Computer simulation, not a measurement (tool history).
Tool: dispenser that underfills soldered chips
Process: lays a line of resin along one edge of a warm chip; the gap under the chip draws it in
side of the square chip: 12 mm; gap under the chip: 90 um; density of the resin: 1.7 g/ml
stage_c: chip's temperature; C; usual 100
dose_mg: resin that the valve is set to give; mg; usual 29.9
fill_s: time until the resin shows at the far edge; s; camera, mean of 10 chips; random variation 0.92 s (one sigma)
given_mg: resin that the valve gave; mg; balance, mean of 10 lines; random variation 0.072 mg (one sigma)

{"run": 1, "hour": 0.0, "stage_c": 100, "dose_mg": 29.9, "fill_s": 97.6, "given_mg": 29.4}
{"run": 2, "hour": 9.4, "stage_c": 98, "dose_mg": 29.9, "fill_s": 104.2, "given_mg": 29.3}
{"run": 3, "hour": 15.3, "stage_c": 100, "dose_mg": 30.5, "fill_s": 113.5, "given_mg": 29.73}
{"run": 4, "hour": 20.5, "stage_c": 100, "dose_mg": 29.9, "fill_s": 93.4, "given_mg": 29.29}
{"run": 5, "hour": 27.0, "stage_c": 100, "dose_mg": 28.2, "fill_s": 117.4, "given_mg": 27.58}
{"run": 6, "hour": 35.7, "stage_c": 100, "dose_mg": 29.9, "fill_s": 102.9, "given_mg": 28.99}
{"run": 7, "hour": 40.2, "stage_c": 100, "dose_mg": 29.9, "fill_s": 119.1, "given_mg": 29.04}
{"run": 8, "hour": 48.8, "stage_c": 87, "dose_mg": 29.9, "fill_s": 185.1, "given_mg": 29.09}
{"run": 9, "hour": 55.7, "stage_c": 87, "dose_mg": 29.9, "fill_s": 157.8, "given_mg": 28.85}
{"run": 10, "hour": 62.3, "stage_c": 98, "dose_mg": 29.9, "fill_s": 120.6, "given_mg": 29.89}
{"run": 11, "hour": 71.9, "stage_c": 98, "dose_mg": 29.9, "fill_s": 116.1, "given_mg": 29.82}
{"run": 12, "hour": 78.7, "stage_c": 100, "dose_mg": 29.9, "fill_s": 93.6, "given_mg": 29.83}
{"run": 13, "hour": 83.6, "stage_c": 100, "dose_mg": 29.9, "fill_s": 109.4, "given_mg": 29.82}
{"run": 14, "hour": 91.0, "stage_c": 100, "dose_mg": 29.9, "fill_s": 95.6, "given_mg": 29.72}
{"run": 15, "hour": 99.1, "stage_c": 96, "dose_mg": 37.9, "fill_s": 98.9, "given_mg": 37.68}
{"run": 16, "hour": 107.3, "stage_c": 94, "dose_mg": 26.3, "fill_s": 150.5, "given_mg": 25.98}
{"run": 17, "hour": 112.5, "stage_c": 107, "dose_mg": 25.8, "fill_s": 76.7, "given_mg": 25.43}
{"run": 18, "hour": 120.9, "stage_c": 107, "dose_mg": 25.8, "fill_s": 70, "given_mg": 25.48}
{"run": 19, "hour": 126.4, "stage_c": 86, "dose_mg": 32.7, "fill_s": 179.6, "given_mg": 32.17}
{"run": 20, "hour": 134.9, "stage_c": 92, "dose_mg": 37.4, "fill_s": 123.5, "given_mg": 36.69}
{"run": 21, "hour": 143.5, "stage_c": 92, "dose_mg": 37.4, "fill_s": 115.3, "given_mg": 36.57}
{"run": 22, "hour": 150.9, "stage_c": 92, "dose_mg": 37.4, "fill_s": 146.4, "given_mg": 36.39}
{"run": 23, "hour": 160.7, "stage_c": 92, "dose_mg": 37.4, "fill_s": 141.8, "given_mg": 36.3}
{"run": 24, "hour": 164.6, "stage_c": 92, "dose_mg": 37.4, "fill_s": 159.9, "given_mg": 36.4}
{"run": 25, "hour": 170.3, "stage_c": 113, "dose_mg": 28, "fill_s": 62.7, "given_mg": 27.08}
{"run": 26, "hour": 178.7, "stage_c": 103, "dose_mg": 32.8, "fill_s": 80, "given_mg": 31.83}
{"run": 27, "hour": 187.9, "stage_c": 97, "dose_mg": 28.3, "fill_s": 97.3, "given_mg": 27.33}

Not shown: 18 entries that the log had between the listed runs. Between which runs, and how does the tool's hidden state differ before and after?
Between runs 1 and 2: new syringe of resin (hour 6.5)
  resin's viscosity, % of fresh resin's: 113.4 -> 110.3; dose that the valve gives, % of what is set: 98.17 -> 97.93; true chip temperature over the reading, C: 0.51 -> 0.53
  measured less the result without the state, fill_s: +10.2 -> +8.3 s; given_mg: -0.55 -> -0.62 mg
Between runs 3 and 4: new syringe of resin (hour 18.1)
  resin's viscosity, % of fresh resin's: 132.8 -> 108.1; dose that the valve gives, % of what is set: 97.77 -> 97.63; true chip temperature over the reading, C: 0.54 -> 0.55
  measured less the result without the state, fill_s: +26.7 -> +5.7 s; given_mg: -0.68 -> -0.71 mg
Between runs 5 and 6: new syringe of resin (hour 29.6)
  resin's viscosity, % of fresh resin's: 132.8 -> 119.1; dose that the valve gives, % of what is set: 97.46 -> 97.25; true chip temperature over the reading, C: 0.56 -> 0.58
  measured less the result without the state, fill_s: +27.8 -> +15.1 s; given_mg: -0.71 -> -0.82 mg
Between runs 7 and 8: new syringe of resin (hour 41.3)
  resin's viscosity, % of fresh resin's: 137.2 -> 127.2; dose that the valve gives, % of what is set: 97.14 -> 96.93; true chip temperature over the reading, C: 0.59 -> 0.6
  measured less the result without the state, fill_s: +31.1 -> +37 s; given_mg: -0.85 -> -0.92 mg
Between runs 8 and 9: new syringe of resin (hour 52.5)
  resin's viscosity, % of fresh resin's: 127.2 -> 109.6; dose that the valve gives, % of what is set: 96.93 -> 96.74; true chip temperature over the reading, C: 0.6 -> 0.62
  measured less the result without the state, fill_s: +37 -> +11.3 s; given_mg: -0.92 -> -0.98 mg
Between runs 9 and 10: dispensing valve cleaned and set on the balance (hour 62.3)
  resin's viscosity, % of fresh resin's: 109.6 -> 131; dose that the valve gives, % of what is set: 96.74 -> 99.94; true chip temperature over the reading, C: 0.62 -> 0.63
  measured less the result without the state, fill_s: +11.3 -> +26.2 s; given_mg: -0.98 -> -0.02 mg
Between runs 10 and 11: new syringe of resin (hour 64.6)
  resin's viscosity, % of fresh resin's: 131 -> 126; dose that the valve gives, % of what is set: 99.94 -> 99.71; true chip temperature over the reading, C: 0.63 -> 0.65
  measured less the result without the state, fill_s: +26.2 -> +21.6 s; given_mg: -0.02 -> -0.09 mg
Between runs 11 and 12: new syringe of resin (hour 75.9)
  resin's viscosity, % of fresh resin's: 126 -> 109.3; dose that the valve gives, % of what is set: 99.71 -> 99.52; true chip temperature over the reading, C: 0.65 -> 0.66
  measured less the result without the state, fill_s: +21.6 -> +5.8 s; given_mg: -0.09 -> -0.15 mg
Between runs 13 and 14: new syringe of resin (hour 87.4)
  resin's viscosity, % of fresh resin's: 127.8 -> 113.1; dose that the valve gives, % of what is set: 99.4 -> 99.2; true chip temperature over the reading, C: 0.67 -> 0.68
  measured less the result without the state, fill_s: +21.6 -> +8.9 s; given_mg: -0.18 -> -0.24 mg
Between runs 14 and 15: new syringe of resin (hour 98.4)
  resin's viscosity, % of fresh resin's: 113.1 -> 103.9; dose that the valve gives, % of what is set: 99.2 -> 98.99; true chip temperature over the reading, C: 0.68 -> 0.7
  measured less the result without the state, fill_s: +8.9 -> +1.1 s; given_mg: -0.24 -> -0.39 mg
Between runs 16 and 17: new syringe of resin (hour 109.4)
  resin's viscosity, % of fresh resin's: 134.4 -> 111; dose that the valve gives, % of what is set: 98.77 -> 98.64; true chip temperature over the reading, C: 0.71 -> 0.72
  measured less the result without the state, fill_s: +36 -> +6.1 s; given_mg: -0.33 -> -0.35 mg
Between runs 17 and 18: new syringe of resin (hour 120.6)
  resin's viscosity, % of fresh resin's: 111 -> 102.4; dose that the valve gives, % of what is set: 98.64 -> 98.41; true chip temperature over the reading, C: 0.72 -> 0.74
  measured less the result without the state, fill_s: +6.1 -> +0.3 s; given_mg: -0.35 -> -0.41 mg
Between runs 19 and 20: new syringe of resin (hour 131.6)
  resin's viscosity, % of fresh resin's: 121.9 -> 110.6; dose that the valve gives, % of what is set: 98.25 -> 98.03; true chip temperature over the reading, C: 0.75 -> 0.76
  measured less the result without the state, fill_s: +28 -> +8.5 s; given_mg: -0.57 -> -0.74 mg
Between runs 20 and 21: new syringe of resin (hour 142.9)
  resin's viscosity, % of fresh resin's: 110.6 -> 101.9; dose that the valve gives, % of what is set: 98.03 -> 97.79; true chip temperature over the reading, C: 0.76 -> 0.78
  measured less the result without the state, fill_s: +8.5 -> -1.2 s; given_mg: -0.74 -> -0.83 mg
Between runs 22 and 23: new syringe of resin (hour 154)
  resin's viscosity, % of fresh resin's: 128.9 -> 125.6; dose that the valve gives, % of what is set: 97.59 -> 97.34; true chip temperature over the reading, C: 0.79 -> 0.81
  measured less the result without the state, fill_s: +29.3 -> +25.3 s; given_mg: -0.9 -> -1 mg
Between runs 24 and 25: new syringe of resin (hour 165.5)
  resin's viscosity, % of fresh resin's: 142 -> 116.7; dose that the valve gives, % of what is set: 97.23 -> 97.09; true chip temperature over the reading, C: 0.82 -> 0.83
  measured less the result without the state, fill_s: +43.7 -> +7.8 s; given_mg: -1.04 -> -0.81 mg
Between runs 25 and 26: new syringe of resin (hour 176.6)
  resin's viscosity, % of fresh resin's: 116.7 -> 106.8; dose that the valve gives, % of what is set: 97.09 -> 96.88; true chip temperature over the reading, C: 0.83 -> 0.85
  measured less the result without the state, fill_s: +7.8 -> +3.1 s; given_mg: -0.81 -> -1.03 mg
Between runs 26 and 27: new syringe of resin (hour 187.9)
  resin's viscosity, % of fresh resin's: 106.8 -> 100.6; dose that the valve gives, % of what is set: 96.88 -> 96.65; true chip temperature over the reading, C: 0.85 -> 0.86
  measured less the result without the state, fill_s: +3.1 -> -1.7 s; given_mg: -1.03 -> -0.95 mg

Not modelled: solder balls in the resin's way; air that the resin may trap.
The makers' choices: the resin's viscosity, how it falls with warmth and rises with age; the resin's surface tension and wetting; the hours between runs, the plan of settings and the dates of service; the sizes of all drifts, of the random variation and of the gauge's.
